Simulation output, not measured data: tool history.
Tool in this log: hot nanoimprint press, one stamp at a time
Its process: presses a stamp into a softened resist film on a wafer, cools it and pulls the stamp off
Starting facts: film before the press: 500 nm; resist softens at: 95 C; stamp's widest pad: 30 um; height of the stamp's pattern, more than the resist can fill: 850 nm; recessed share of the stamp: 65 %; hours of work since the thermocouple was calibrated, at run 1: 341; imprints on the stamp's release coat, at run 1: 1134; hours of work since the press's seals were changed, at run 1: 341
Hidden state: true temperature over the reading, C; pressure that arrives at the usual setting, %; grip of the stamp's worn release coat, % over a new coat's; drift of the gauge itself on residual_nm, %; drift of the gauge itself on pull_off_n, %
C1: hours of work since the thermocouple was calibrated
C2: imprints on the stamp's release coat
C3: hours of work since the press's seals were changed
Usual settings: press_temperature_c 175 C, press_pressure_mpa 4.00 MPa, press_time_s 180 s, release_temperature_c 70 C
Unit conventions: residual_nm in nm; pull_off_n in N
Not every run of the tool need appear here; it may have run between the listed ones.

run 1 hour=0.0 | press_temperature_c=175 press_pressure_mpa=4.00 press_time_s=180 release_temperature_c=70 | C1=341 C2=1134 C3=341 | residual_nm=309.8 pull_off_n=206
run 2 hour=17.6 | press_temperature_c=175 press_pressure_mpa=4.00 press_time_s=180 release_temperature_c=70 | C1=348 C2=1169 C3=348 | residual_nm=311.2 pull_off_n=202
run 3 hour=37.4 | press_temperature_c=175 press_pressure_mpa=4.00 press_time_s=180 release_temperature_c=70 | C1=357 C2=1208 C3=357 | residual_nm=315.1 pull_off_n=204
run 4 hour=46.3 | press_temperature_c=175 press_pressure_mpa=4.00 press_time_s=180 release_temperature_c=70 | C1=360 C2=1226 C3=360 | residual_nm=313.1 pull_off_n=207
run 5 hour=63.8 | press_temperature_c=175 press_pressure_mpa=4.00 press_time_s=180 release_temperature_c=70 | C1=368 C2=1261 C3=368 | residual_nm=315.4 pull_off_n=212
run 6 hour=78.1 | press_temperature_c=175 press_pressure_mpa=4.00 press_time_s=180 release_temperature_c=70 | C1=374 C2=1290 C3=374 | residual_nm=312.8 pull_off_n=212
run 7 hour=90.6 | press_temperature_c=175 press_pressure_mpa=4.03 press_time_s=180 release_temperature_c=70 | C1=379 C2=1315 C3=379 | residual_nm=310.8 pull_off_n=206
run 8 hour=107.8 | press_temperature_c=182 press_pressure_mpa=4.00 press_time_s=180 release_temperature_c=70 | C1=386 C2=1349 C3=386 | residual_nm=254.6 pull_off_n=209
run 9 hour=126.4 | press_temperature_c=175 press_pressure_mpa=3.34 press_time_s=180 release_temperature_c=70 | C1=394 C2=1387 C3=394 | residual_nm=332.0 pull_off_n=209
run 10 hour=142.4 | press_temperature_c=175 press_pressure_mpa=3.34 press_time_s=180 release_temperature_c=70 | C1=400 C2=1419 C3=400 | residual_nm=333.2 pull_off_n=213
run 11 hour=162.5 | press_temperature_c=175 press_pressure_mpa=4.00 press_time_s=180 release_temperature_c=56 | C1=409 C2=1459 C3=409 | residual_nm=316.4 pull_off_n=244
run 12 hour=172.9 | press_temperature_c=175 press_pressure_mpa=4.00 press_time_s=180 release_temperature_c=56 | C1=413 C2=1480 C3=413 | residual_nm=319.1 pull_off_n=245
run 13 hour=192.7 | press_temperature_c=175 press_pressure_mpa=4.00 press_time_s=180 release_temperature_c=56 | C1=421 C2=1519 C3=421 | residual_nm=316.0 pull_off_n=244
run 14 hour=206.4 | press_temperature_c=175 press_pressure_mpa=4.00 press_time_s=180 release_temperature_c=56 | C1=427 C2=1547 C3=427 | residual_nm=311.5 pull_off_n=246
run 15 hour=221.4 | press_temperature_c=175 press_pressure_mpa=4.00 press_time_s=180 release_temperature_c=64 | C1=433 C2=1577 C3=433 | residual_nm=314.6 pull_off_n=228
-- hour=239.7 stamp cleaned and given a new release coat
run 16 hour=246.4 | press_temperature_c=175 press_pressure_mpa=4.00 press_time_s=180 release_temperature_c=70 | C1=441 C2=14 C3=441 | residual_nm=316.8 pull_off_n=187
run 17 hour=268.1 | press_temperature_c=175 press_pressure_mpa=4.00 press_time_s=180 release_temperature_c=60 | C1=450 C2=57 C3=450 | residual_nm=317.9 pull_off_n=204
run 18 hour=283.7 | press_temperature_c=175 press_pressure_mpa=4.00 press_time_s=180 release_temperature_c=60 | C1=456 C2=88 C3=456 | residual_nm=316.9 pull_off_n=210
run 19 hour=295.9 | press_temperature_c=175 press_pressure_mpa=3.75 press_time_s=296 release_temperature_c=60 | C1=461 C2=113 C3=461 | residual_nm=279.3 pull_off_n=206
run 20 hour=312.2 | press_temperature_c=182 press_pressure_mpa=4.00 press_time_s=180 release_temperature_c=59 | C1=468 C2=145 C3=468 | residual_nm=258.7 pull_off_n=215
run 21 hour=332.6 | press_temperature_c=182 press_pressure_mpa=4.00 press_time_s=270 release_temperature_c=64 | C1=476 C2=186 C3=476 | residual_nm=223.0 pull_off_n=206
run 22 hour=350.8 | press_temperature_c=171 press_pressure_mpa=4.07 press_time_s=157 release_temperature_c=65 | C1=484 C2=223 C3=484 | residual_nm=364.2 pull_off_n=206
run 23 hour=361.8 | press_temperature_c=171 press_pressure_mpa=4.07 press_time_s=92 release_temperature_c=67 | C1=489 C2=245 C3=489 | residual_nm=406.1 pull_off_n=200
run 24 hour=376.9 | press_temperature_c=173 press_pressure_mpa=3.22 press_time_s=92 release_temperature_c=67 | C1=495 C2=275 C3=495 | residual_nm=407.3 pull_off_n=198
run 25 hour=388.1 | press_temperature_c=173 press_pressure_mpa=3.22 press_time_s=92 release_temperature_c=67 | C1=499 C2=297 C3=499 | residual_nm=409.1 pull_off_n=201

Run 26 is up next; what results do you expect?
run 26 hour=409.7 | press_temperature_c=183 press_pressure_mpa=4.62 press_time_s=180 release_temperature_c=70 | C1=508 C2=341 C3=508 | residual_nm=? pull_off_n=?

residual_nm: 237.7 nm
pull_off_n: 195 N
The same run, on a tool lacking any hidden state, would have yielded residual_nm 216.4 nm, pull_off_n 184 N.
